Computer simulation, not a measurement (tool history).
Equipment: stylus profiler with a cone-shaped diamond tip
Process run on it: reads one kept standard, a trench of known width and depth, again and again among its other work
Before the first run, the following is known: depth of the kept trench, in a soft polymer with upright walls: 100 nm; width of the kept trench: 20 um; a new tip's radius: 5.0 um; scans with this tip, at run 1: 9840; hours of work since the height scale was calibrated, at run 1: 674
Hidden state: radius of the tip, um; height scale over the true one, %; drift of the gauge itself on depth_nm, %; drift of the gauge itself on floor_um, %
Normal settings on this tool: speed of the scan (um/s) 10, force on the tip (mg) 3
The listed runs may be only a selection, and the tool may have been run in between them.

run,hour,speed of the scan (um/s),force on the tip (mg),scans with this tip,hours of work since the height scale was calibrated,depth of the trench (angstrom),width of the trench's floor (um)
1,0,10,3,9840,674,1011.99,17.93
2,49.2,10,3,10346,709,1011.98,17.95
3,129.2,10,3,11169,765,1012.04,17.91
4,200,17,3,11897,815,1012.2,17.98
5,249.5,17,3,12406,850,1011.94,17.93
6,313.4,17,3,13064,895,1012.09,17.93
7,374,17,3,13687,937,1012.15,17.96
8,425.2,17,3,14214,974,1012.2,17.95
9,469.6,35,8.67,14671,1005,1024.58,17.87
# hour 501.6: height scale calibrated on a step standard
10,537.5,22,4.91,15364,25,1016.84,17.96
11,589.3,5,1.43,15897,62,1007.39,18
12,667.2,5,1.43,16698,117,1007.33,17.99
13,703.8,5,1.43,17074,142,1007.3,17.99
14,749.3,5,6.17,17542,174,1019.55,18.03
15,820.4,16,8.27,18274,225,1023.74,17.96
16,883.1,2,1.22,18919,269,1006.68,18.03

Take each entry between the runs: how does the hidden state at the last listed run before it differ from the hidden state at the first listed run after it?
Logged between run 9 and run 10: height scale calibrated on a step standard (hour 501.6)
  radius of the tip, um: 5.06 -> 5.07; height scale over the true one, %: 0.002 -> 0
